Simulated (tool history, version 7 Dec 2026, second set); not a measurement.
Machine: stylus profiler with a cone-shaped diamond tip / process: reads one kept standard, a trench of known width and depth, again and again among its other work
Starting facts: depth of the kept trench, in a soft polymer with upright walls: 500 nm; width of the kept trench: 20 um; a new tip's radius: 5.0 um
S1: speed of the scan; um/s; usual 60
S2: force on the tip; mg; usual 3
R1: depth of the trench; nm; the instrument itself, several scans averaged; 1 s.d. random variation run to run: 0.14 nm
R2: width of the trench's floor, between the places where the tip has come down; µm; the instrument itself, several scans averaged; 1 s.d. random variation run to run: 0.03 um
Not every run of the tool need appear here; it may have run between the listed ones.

run     day  S1    S2      R1     R2
  1       0  60     3  509.49  13.18
  2   0.938  18     3  509.59  13.33
  3   2.608  18     3  509.48  13.22
      3.312  -- new tip fitted, height scale calibrated
  4   4.042  18  4.09   508.7   15.5
  5   5.075  60     3  507.09  15.33
      5.188  -- height scale calibrated on a step standard
  6   6.612  60     3  507.02  15.29
  7   7.421  60     3  507.45  15.21
  8   9.138  40  1.68  505.55  15.15
  9  10.142  18  1.12  504.31  15.15
     10.442  -- height scale calibrated on a step standard, once more
 10  11.071  60  1.78  504.97     15
 11  12.279  51  5.17  510.13  15.05
 12  13.721  46  1.88  505.31  14.95

Estimate the outcome of run 13 from the log above:
 13  15.133  17  1.88   ?   ?

Run 13 came out at R1 505.35 nm, R2 14.95 µm.
The same run, on a tool lacking any hidden state, would have yielded R1 505.15 nm, R2 15.57 µm.
